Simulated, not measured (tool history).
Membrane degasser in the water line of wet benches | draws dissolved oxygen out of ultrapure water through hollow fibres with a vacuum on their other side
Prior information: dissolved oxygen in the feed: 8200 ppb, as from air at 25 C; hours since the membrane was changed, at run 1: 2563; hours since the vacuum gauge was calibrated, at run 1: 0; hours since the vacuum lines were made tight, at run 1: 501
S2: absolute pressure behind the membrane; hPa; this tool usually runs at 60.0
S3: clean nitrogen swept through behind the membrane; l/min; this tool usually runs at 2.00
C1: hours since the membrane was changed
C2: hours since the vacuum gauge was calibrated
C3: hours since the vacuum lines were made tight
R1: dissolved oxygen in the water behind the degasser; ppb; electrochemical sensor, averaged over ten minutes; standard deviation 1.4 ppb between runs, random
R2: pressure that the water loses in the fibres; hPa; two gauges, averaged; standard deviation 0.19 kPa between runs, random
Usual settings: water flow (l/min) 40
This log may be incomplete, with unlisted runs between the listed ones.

run 1 hour=0.0 | water_flow_(l/min)=40 S2=60.0 S3=2.00 | C1=2563 C2=0 C3=501 | R1=134.2 R2=369.9
run 2 hour=119.6 | water_flow_(l/min)=40 S2=60.0 S3=2.00 | C1=2683 C2=120 C3=621 | R1=135.7 R2=371.1
run 3 hour=243.2 | water_flow_(l/min)=40 S2=60.0 S3=2.00 | C1=2806 C2=243 C3=745 | R1=137.2 R2=368.9
run 4 hour=363.5 | water_flow_(l/min)=40 S2=60.0 S3=2.00 | C1=2927 C2=363 C3=865 | R1=137.6 R2=367.8
run 5 hour=552.9 | water_flow_(l/min)=40 S2=60.0 S3=2.00 | C1=3116 C2=553 C3=1054 | R1=138.6 R2=371.0
run 6 hour=652.2 | water_flow_(l/min)=40 S2=60.0 S3=2.00 | C1=3215 C2=652 C3=1154 | R1=138.2 R2=372.3
run 7 hour=751.1 | water_flow_(l/min)=40 S2=119.5 S3=2.00 | C1=3314 C2=751 C3=1253 | R1=390.5 R2=371.8
run 8 hour=902.0 | water_flow_(l/min)=40 S2=60.0 S3=2.00 | C1=3465 C2=902 C3=1404 | R1=141.8 R2=374.0
run 9 hour=1097.5 | water_flow_(l/min)=40 S2=60.0 S3=2.00 | C1=3661 C2=1098 C3=1599 | R1=141.1 R2=375.7
run 10 hour=1209.6 | water_flow_(l/min)=40 S2=60.0 S3=2.00 | C1=3773 C2=1210 C3=1711 | R1=142.1 R2=372.5
run 11 hour=1433.1 | water_flow_(l/min)=40 S2=60.0 S3=0.82 | C1=3996 C2=1433 C3=1935 | R1=282.1 R2=376.6
run 12 hour=1609.0 | water_flow_(l/min)=40 S2=60.0 S3=0.82 | C1=4172 C2=1609 C3=2110 | R1=281.8 R2=373.7
run 13 hour=1803.3 | water_flow_(l/min)=40 S2=60.0 S3=0.82 | C1=4366 C2=1803 C3=2305 | R1=287.9 R2=374.7
run 14 hour=1992.0 | water_flow_(l/min)=38 S2=60.0 S3=2.00 | C1=4555 C2=1992 C3=2494 | R1=139.4 R2=358.3
run 15 hour=2109.7 | water_flow_(l/min)=40 S2=60.0 S3=2.00 | C1=4673 C2=2110 C3=2611 | R1=147.2 R2=376.4
run 16 hour=2263.3 | water_flow_(l/min)=40 S2=60.0 S3=2.00 | C1=4827 C2=2263 C3=2765 | R1=145.3 R2=378.9
run 17 hour=2470.6 | water_flow_(l/min)=40 S2=60.0 S3=2.00 | C1=5034 C2=2471 C3=2972 | R1=149.6 R2=377.8
run 18 hour=2643.0 | water_flow_(l/min)=42 S2=55.0 S3=1.04 | C1=5206 C2=2643 C3=3144 | R1=220.4 R2=394.9
run 19 hour=2788.2 | water_flow_(l/min)=28 S2=83.0 S3=0.99 | C1=5351 C2=2788 C3=3290 | R1=327.1 R2=266.4
-- hour=2810.6 vacuum gauge calibrated
run 20 hour=3019.1 | water_flow_(l/min)=52 S2=102.8 S3=0.81 | C1=5582 C2=209 C3=3520 | R1=849.4 R2=493.0
-- hour=3144.2 seals of the vacuum lines changed
-- hour=3176.3 vacuum gauge calibrated, once more
run 21 hour=3187.9 | water_flow_(l/min)=40 S2=90.7 S3=0.81 | C1=5748 C2=12 C3=43 | R1=551.7 R2=377.6
run 22 hour=3350.0 | water_flow_(l/min)=40 S2=90.7 S3=0.81 | C1=5910 C2=174 C3=205 | R1=547.2 R2=377.4
run 23 hour=3512.3 | water_flow_(l/min)=27 S2=140.7 S3=1.26 | C1=6073 C2=336 C3=368 | R1=493.1 R2=256.0
run 24 hour=3697.8 | water_flow_(l/min)=27 S2=47.8 S3=0.83 | C1=6258 C2=521 C3=553 | R1=116.0 R2=257.1
run 25 hour=3916.5 | water_flow_(l/min)=27 S2=47.8 S3=0.83 | C1=6477 C2=740 C3=772 | R1=118.7 R2=258.0
run 26 hour=4148.1 | water_flow_(l/min)=27 S2=47.8 S3=0.83 | C1=6708 C2=972 C3=1003 | R1=119.3 R2=259.4
run 27 hour=4335.1 | water_flow_(l/min)=58 S2=60.0 S3=1.30 | C1=6895 C2=1159 C3=1190 | R1=297.5 R2=556.5
run 28 hour=4556.6 | water_flow_(l/min)=58 S2=60.0 S3=1.30 | C1=7117 C2=1380 C3=1412 | R1=295.7 R2=555.6
run 29 hour=4692.3 | water_flow_(l/min)=58 S2=60.0 S3=1.30 | C1=7253 C2=1516 C3=1548 | R1=303.0 R2=558.8
run 30 hour=4855.4 | water_flow_(l/min)=28 S2=60.0 S3=2.00 | C1=7416 C2=1679 C3=1711 | R1=101.9 R2=271.0
run 31 hour=5033.9 | water_flow_(l/min)=28 S2=49.6 S3=1.85 | C1=7594 C2=1858 C3=1889 | R1=74.7 R2=269.5

Entry by entry between the runs, the difference in hidden state between the last listed run before and the first listed run after:
Between runs 19 and 20: vacuum gauge calibrated (hour 2810.6)
  membrane still open, %: 95.4 -> 95.2; true pressure behind the membrane over the reading, kPa: 0.33 -> 0.53; air that leaks in behind the membrane, l/min: 0.0202 -> 0.0214
  what was measured, less what the result would be without the hidden state, R1: +22.0 -> +57.2 ppb; R2: +12.3 -> +23.9 hPa
Between runs 20 and 21: seals of the vacuum lines changed (hour 3144.2); vacuum gauge calibrated, once more (hour 3176.3)
  membrane still open, %: 95.2 -> 95; true pressure behind the membrane over the reading, kPa: 0.53 -> 0.05; air that leaks in behind the membrane, l/min: 0.0214 -> 0.0023
  what was measured, less what the result would be without the hidden state, R1: +57.2 -> +7.5 ppb; R2: +23.9 -> +18.9 hPa
